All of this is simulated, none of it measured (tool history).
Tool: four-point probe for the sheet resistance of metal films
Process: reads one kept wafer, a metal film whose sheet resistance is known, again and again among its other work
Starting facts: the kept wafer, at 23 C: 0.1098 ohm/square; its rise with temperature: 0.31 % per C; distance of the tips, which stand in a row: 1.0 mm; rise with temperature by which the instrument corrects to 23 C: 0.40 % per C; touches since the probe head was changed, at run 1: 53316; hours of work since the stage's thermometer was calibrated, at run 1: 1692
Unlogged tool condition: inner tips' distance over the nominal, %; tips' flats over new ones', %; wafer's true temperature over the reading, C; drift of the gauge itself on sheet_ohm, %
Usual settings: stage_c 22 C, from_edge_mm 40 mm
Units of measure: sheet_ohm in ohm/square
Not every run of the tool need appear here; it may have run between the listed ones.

run    hour  stage_c  from_edge_mm  touches since the probe head was changed  hours of work since the stage's thermometer was calibrated  sheet_ohm
  1     0.0       22            40                                     53316                                                        1692   0.109924
  2    26.2       22            24                                     53951                                                        1706   0.110015
  3    77.8       27            24                                     55205                                                        1732   0.109470
  4   111.4       27            24                                     56019                                                        1750   0.109481
  5   155.8       22            24                                     57096                                                        1773   0.109973
  6   202.1       22            20                                     58220                                                        1797   0.110057
  7   228.2       22            20                                     58855                                                        1810   0.110037
  8   257.6       19            40                                     59568                                                        1826   0.110267
  9   290.5       22             9                                     60365                                                        1843   0.110637
 10   314.1       22             9                                     60940                                                        1855   0.110648
 11   345.5       22            28                                     61700                                                        1871   0.109972
 12   391.4       22            28                                     62816                                                        1895   0.109970
 13   416.2       22            28                                     63418                                                        1908   0.109989
 14   470.3       22            28                                     64730                                                        1936   0.109967
 15   494.7       22            40                                     65321                                                        1949   0.109929
 16   521.7       30            40                                     65978                                                        1963   0.109080
 17   557.2       30            40                                     66838                                                        1981   0.109096
 18   606.2       30            40                                     68028                                                        2007   0.109084
 19   629.4       30            40                                     68592                                                        2019   0.109113
 20   679.5       26             7                                     69807                                                        2045   0.110651
 21   724.2       25            56                                     70891                                                        2068   0.109611
 22   757.1       25            56                                     71690                                                        2085   0.109634
 23   789.2       32            12                                     72469                                                        2102   0.109284
 24   834.6       22             6                                     73571                                                        2125   0.111540
 25   876.8       21            45                                     74596                                                        2147   0.110036
      901.7  -- stage's thermometer calibrated
 26   928.9       29             4                                     75846                                                          14   0.112730
 27   962.4       29             4                                     76660                                                          31   0.112689
 28   986.4       26             4                                     77242                                                          44   0.113031
 29  1036.5       32            13                                     78458                                                          70   0.109206
 30  1072.5       33            32                                     79332                                                          89   0.108809
 31  1125.9       33            27                                     80629                                                         116   0.108870
 32  1149.6       18            65                                     81203                                                         129   0.110317
 33  1197.0       20             3                                     82354                                                         153   0.116291
 34  1230.9       35            28                                     83178                                                         171   0.108640
 35  1276.6       20            68                                     84285                                                         195   0.110109
 36  1323.4       30            17                                     85421                                                         219   0.109259

Below are 4 alternative next runs, each starting from the tool's condition after run 36. Predict each:
  A  1359.3       22             5                                     86294                                                         238          ?
  B  1359.3       22             7                                     86294                                                         238          ?
  C  1359.3       31             4                                     86294                                                         238          ?
  D  1359.3       23            16                                     86294                                                         238          ?

run  sheet_ohm
  A   0.112169
  B   0.111072
  C   0.112487
  D   0.110021
The same runs, with their run-to-run variation unchanged, on a tool lacking any hidden condition would have given:
run  sheet_ohm
  A   0.112178
  B   0.111080
  C   0.112496
  D   0.110029

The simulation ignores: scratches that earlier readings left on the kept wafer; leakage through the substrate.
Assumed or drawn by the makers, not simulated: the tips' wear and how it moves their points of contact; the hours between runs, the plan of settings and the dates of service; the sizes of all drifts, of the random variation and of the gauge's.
